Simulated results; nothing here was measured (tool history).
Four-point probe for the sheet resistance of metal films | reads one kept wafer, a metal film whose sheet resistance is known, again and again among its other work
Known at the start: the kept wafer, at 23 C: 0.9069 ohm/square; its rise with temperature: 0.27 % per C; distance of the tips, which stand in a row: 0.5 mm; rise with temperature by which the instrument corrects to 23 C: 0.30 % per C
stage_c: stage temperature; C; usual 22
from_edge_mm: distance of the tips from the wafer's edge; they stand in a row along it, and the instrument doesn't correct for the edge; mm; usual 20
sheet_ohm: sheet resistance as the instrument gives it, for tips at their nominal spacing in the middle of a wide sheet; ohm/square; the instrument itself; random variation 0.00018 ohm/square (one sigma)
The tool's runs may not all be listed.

run,day,stage_c,from_edge_mm,sheet_ohm
1,0.000,22,20,0.913062
2,0.700,22,31,0.912991
3,1.608,22,31,0.913145
4,3.133,22,31,0.913365
5,4.617,29,31,0.911992
6,5.883,29,31,0.912414
# day 6.308: stage's thermometer calibrated
7,6.925,29,31,0.912856
8,8.504,29,61,0.913125
9,9.642,22,20,0.914831
10,11.096,22,20,0.914929

The next listed run, before its measurement:
11,12.338,22,20,?

Run 11 gave sheet_ohm 0.915279 ohm/square.
Without the tool's hidden state the same run would have given sheet_ohm 0.907281 ohm/square.
